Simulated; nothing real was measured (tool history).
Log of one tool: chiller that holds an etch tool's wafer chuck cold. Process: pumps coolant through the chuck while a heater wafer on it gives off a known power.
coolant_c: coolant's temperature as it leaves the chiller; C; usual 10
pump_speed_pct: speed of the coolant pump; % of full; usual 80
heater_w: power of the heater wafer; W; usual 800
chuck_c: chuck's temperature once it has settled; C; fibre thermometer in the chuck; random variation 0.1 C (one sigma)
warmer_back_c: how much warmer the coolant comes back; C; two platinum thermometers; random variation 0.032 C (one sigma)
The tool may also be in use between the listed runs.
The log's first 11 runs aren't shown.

run,hour,coolant_c,pump_speed_pct,heater_w,chuck_c,warmer_back_c
12,484.9,10,81,800,18.9,3.27
13,550.4,10,81,800,19,3.32
14,592.5,7,81,800,16.1,3.3
15,627.1,10,79,800,19.3,3.46
16,692.1,10,79,800,19.1,3.49
17,737.3,15,80,722,23.4,3.07
18,766.8,14,98,467,18.8,1.6
19,814.2,10,85,800,18.7,3.19
20,875.6,10,85,800,18.7,3.19
21,916.4,10,77,737,18.8,3.28
22,958.7,0,80,598,7.1,2.56
23,1026.1,1,80,783,10,3.34
24,1065.1,2,73,783,11.8,3.67
25,1115.6,16,73,1026,28.4,4.86
# hour 1130.1: chiller's thermometer calibrated
26,1164.4,13,82,1026,23.6,4.26
27,1220.4,6,76,1026,17.3,4.66
28,1262.6,6,76,1026,17.4,4.64
29,1312.8,10,60,536,17.5,3.15
30,1348.7,14,92,1139,24.5,4.2
31,1401.9,14,92,1139,24.6,4.24

Forecast each of these 5 alternatives for the next run:
A,1438.3,12,92,638,?,?
B,1438.3,2,80,562,?,?
C,1438.3,14,92,865,?,?
D,1438.3,18,80,800,?,?
E,1438.3,9,60,800,?,?

run,chuck_c,warmer_back_c
A,18.2,2.38
B,7.9,2.38
C,22.1,3.26
D,26.5,3.45
E,20.1,4.7
Without the tool's hidden state the same runs would have given:
run,chuck_c,warmer_back_c
A,17.7,2.24
B,7.4,2.23
C,21.4,3.06
D,25.8,3.24
E,19.2,4.42
